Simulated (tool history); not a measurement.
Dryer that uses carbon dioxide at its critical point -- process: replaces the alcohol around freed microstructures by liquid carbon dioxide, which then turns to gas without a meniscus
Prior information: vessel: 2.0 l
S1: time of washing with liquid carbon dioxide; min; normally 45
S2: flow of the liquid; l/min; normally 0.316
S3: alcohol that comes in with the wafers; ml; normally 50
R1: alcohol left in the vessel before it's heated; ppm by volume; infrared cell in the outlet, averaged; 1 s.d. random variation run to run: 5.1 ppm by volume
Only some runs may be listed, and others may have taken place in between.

| run | hour | S1 | S2 | S3 | R1 |
|---|---|---|---|---|---|
| 1 | 0 | 45 | 0.316 | 50 | 229 |
| 2 | 27.7 | 45 | 0.316 | 50 | 244 |
| 3 | 41.1 | 45 | 0.303 | 50 | 272 |
| 4 | 55.3 | 45 | 0.303 | 50 | 254 |
| 5 | 75.7 | 45 | 0.436 | 50 | 162 |
| 6 | 95.1 | 45 | 0.436 | 50 | 167 |
|  | 103 | inlet filter changed |
| 7 | 114.6 | 45 | 0.436 | 50 | 166 |
| 8 | 131.1 | 42 | 0.316 | 50 | 258 |
| 9 | 143.5 | 42 | 0.316 | 50 | 234 |
| 10 | 157.9 | 42 | 0.316 | 50 | 254 |
| 11 | 171.7 | 53 | 0.316 | 50 | 200 |
| 12 | 194.2 | 45 | 0.316 | 50 | 222 |
| 13 | 207.9 | 45 | 0.316 | 50 | 236 |
| 14 | 235.7 | 45 | 0.316 | 50 | 249 |
| 15 | 259.8 | 45 | 0.316 | 50 | 244 |
| 16 | 281.2 | 45 | 0.316 | 50 | 240 |
| 17 | 309.3 | 45 | 0.316 | 50 | 249 |
| 18 | 323.3 | 42 | 0.316 | 50 | 272 |
| 19 | 347.3 | 45 | 0.316 | 50 | 256 |
| 20 | 373.8 | 50 | 0.316 | 50 | 227 |
| 21 | 388.8 | 50 | 0.316 | 50 | 233 |
| 22 | 414.8 | 50 | 0.316 | 50 | 236 |
| 23 | 430 | 50 | 0.316 | 50 | 249 |
| 24 | 455.4 | 30 | 0.318 | 72 | 882 |
| 25 | 468.2 | 72 | 0.347 | 44 | 211 |
| 26 | 484.5 | 30 | 0.347 | 44 | 501 |
| 27 | 497.8 | 41 | 0.205 | 25 | 613 |
| 28 | 520.4 | 41 | 0.234 | 25 | 441 |
| 29 | 546.6 | 55 | 0.316 | 50 | 233 |
| 30 | 567.4 | 28 | 0.316 | 57 | 937 |
| 31 | 579.4 | 61 | 0.29 | 20 | 243 |
| 32 | 601.7 | 31 | 0.29 | 59 | 970 |
| 33 | 616.8 | 63 | 0.386 | 54 | 237 |
| 34 | 630.4 | 63 | 0.386 | 54 | 239 |
| 35 | 655.6 | 45 | 0.316 | 66 | 342 |
| 36 | 683.7 | 64 | 0.338 | 43 | 266 |
| 37 | 703.3 | 33 | 0.519 | 50 | 272 |
| 38 | 726.7 | 53 | 0.212 | 29 | 395 |
| 39 | 739.4 | 45 | 0.316 | 36 | 319 |
| 40 | 752.9 | 32 | 0.316 | 33 | 518 |
|  | 769.6 | purifier's bed changed |
| 41 | 777.8 | 63 | 0.506 | 33 | 0 |
| 42 | 804.3 | 55 | 0.531 | 99 | 2 |
| 43 | 826.3 | 67 | 0.209 | 23 | 55 |
| 44 | 850.2 | 67 | 0.209 | 23 | 55 |
| 45 | 872.6 | 67 | 0.421 | 23 | 12 |
| 46 | 900 | 67 | 0.348 | 76 | 29 |

Here are 3 independent what-if runs from the current tool condition. What would each one return?
| A | 915.9 | 69 | 0.258 | 50 | ? |
| B | 915.9 | 64 | 0.325 | 112 | ? |
| C | 915.9 | 39 | 0.345 | 76 | ? |

| run | R1 |
|---|---|
| A | 47 |
| B | 46 |
| C | 201 |
The same runs, with their run-to-run variation unchanged, on a tool lacking any hidden condition would have given:
| run | R1 |
|---|---|
| A | 17 |
| B | 16 |
| C | 116 |

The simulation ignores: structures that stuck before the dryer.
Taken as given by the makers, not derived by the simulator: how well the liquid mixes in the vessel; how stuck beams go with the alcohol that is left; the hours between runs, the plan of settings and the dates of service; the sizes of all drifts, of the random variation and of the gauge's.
